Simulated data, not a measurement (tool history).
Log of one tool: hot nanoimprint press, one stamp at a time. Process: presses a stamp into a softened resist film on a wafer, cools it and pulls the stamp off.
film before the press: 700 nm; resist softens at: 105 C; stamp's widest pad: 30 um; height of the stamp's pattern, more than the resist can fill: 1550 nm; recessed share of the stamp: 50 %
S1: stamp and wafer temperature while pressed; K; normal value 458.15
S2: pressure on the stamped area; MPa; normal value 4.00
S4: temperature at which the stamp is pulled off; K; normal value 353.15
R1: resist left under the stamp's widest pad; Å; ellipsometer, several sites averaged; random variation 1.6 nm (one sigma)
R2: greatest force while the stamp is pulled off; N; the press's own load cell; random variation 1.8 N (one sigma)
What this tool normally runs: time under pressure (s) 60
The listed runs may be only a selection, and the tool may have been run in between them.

run 1 day=0.000 | S1=458.15 S2=4.00 time_under_pressure_(s)=60 S4=353.15 | R1=2690 R2=172
-- day=1.317 stamp cleaned and given a new release coat
run 2 day=3.500 | S1=458.15 S2=4.00 time_under_pressure_(s)=60 S4=352.15 | R1=2687 R2=168
run 3 day=6.771 | S1=458.15 S2=4.00 time_under_pressure_(s)=60 S4=343.15 | R1=2702 R2=182
run 4 day=9.138 | S1=458.15 S2=4.00 time_under_pressure_(s)=60 S4=353.15 | R1=2707 R2=169
run 5 day=11.312 | S1=458.15 S2=4.00 time_under_pressure_(s)=60 S4=353.15 | R1=2683 R2=174
-- day=11.596 plate thermocouple calibrated
-- day=14.017 stamp cleaned and given a new release coat
run 6 day=14.017 | S1=458.15 S2=4.00 time_under_pressure_(s)=100 S4=353.15 | R1=2230 R2=162
run 7 day=16.046 | S1=458.15 S2=4.00 time_under_pressure_(s)=100 S4=353.15 | R1=2241 R2=162
run 8 day=18.008 | S1=458.15 S2=4.00 time_under_pressure_(s)=100 S4=353.15 | R1=2246 R2=164
run 9 day=19.767 | S1=458.15 S2=4.00 time_under_pressure_(s)=100 S4=353.15 | R1=2260 R2=163
run 10 day=22.742 | S1=458.15 S2=4.00 time_under_pressure_(s)=60 S4=353.15 | R1=2679 R2=170
run 11 day=24.921 | S1=458.15 S2=4.00 time_under_pressure_(s)=60 S4=353.15 | R1=2701 R2=171
-- day=26.725 stamp cleaned and given a new release coat
run 12 day=28.121 | S1=458.15 S2=4.00 time_under_pressure_(s)=60 S4=353.15 | R1=2713 R2=163
run 13 day=31.367 | S1=457.15 S2=4.11 time_under_pressure_(s)=116 S4=339.15 | R1=2229 R2=189
run 14 day=33.254 | S1=457.15 S2=4.11 time_under_pressure_(s)=116 S4=339.15 | R1=2206 R2=191
run 15 day=35.179 | S1=457.15 S2=4.11 time_under_pressure_(s)=116 S4=339.15 | R1=2213 R2=195
run 16 day=37.596 | S1=457.15 S2=4.11 time_under_pressure_(s)=116 S4=339.15 | R1=2210 R2=199
-- day=37.896 plate thermocouple calibrated
-- day=39.438 stamp cleaned and given a new release coat
run 17 day=40.592 | S1=458.15 S2=4.11 time_under_pressure_(s)=38 S4=360.15 | R1=3090 R2=148
run 18 day=41.971 | S1=458.15 S2=3.51 time_under_pressure_(s)=60 S4=351.15 | R1=2931 R2=163
run 19 day=43.808 | S1=458.15 S2=3.51 time_under_pressure_(s)=60 S4=351.15 | R1=2952 R2=169
run 20 day=45.546 | S1=461.15 S2=4.65 time_under_pressure_(s)=35 S4=346.15 | R1=2747 R2=181
run 21 day=47.312 | S1=461.15 S2=4.65 time_under_pressure_(s)=35 S4=357.15 | R1=2802 R2=161
-- day=48.938 press's hydraulic seals changed and the load cell set to zero
run 22 day=49.667 | S1=461.15 S2=4.65 time_under_pressure_(s)=35 S4=357.15 | R1=2643 R2=162
run 23 day=52.067 | S1=461.15 S2=4.65 time_under_pressure_(s)=35 S4=357.15 | R1=2641 R2=165
-- day=52.462 stamp cleaned and given a new release coat
run 24 day=54.508 | S1=461.15 S2=4.65 time_under_pressure_(s)=35 S4=357.15 | R1=2673 R2=157

Some steps in R1 between neighbouring runs. How much of each would the tool show without its hidden state too (settings, what came in, random variation), and how much is left for the hidden state, with any gauge scatter that isn't in both results?
Hidden state present: true temperature over the reading, C; pressure that arrives at the usual setting, %; grip of the stamp's worn release coat, % over a new coat's; drift of the gauge itself on residual_nm, %; drift of the gauge itself on pull_off_n, %.
Run 5 -> 6: time under pressure (s) 60 -> 100, plate thermocouple calibrated, stamp cleaned and given a new release coat. R1 -453 Å: hidden state -89, all else -364.
Run 12 -> 13: S1 458.15 -> 457.15, S2 4.00 -> 4.11, time under pressure (s) 60 -> 116, S4 353.15 -> 339.15. R1 -484 Å: hidden state +1, all else -485.
Run 16 -> 17: S1 457.15 -> 458.15, time under pressure (s) 116 -> 38, S4 339.15 -> 360.15, plate thermocouple calibrated, stamp cleaned and given a new release coat. R1 +880 Å: hidden state +5, all else +875.
Run 21 -> 22: press's hydraulic seals changed and the load cell set to zero. R1 -159 Å: hidden state -133, all else -26.
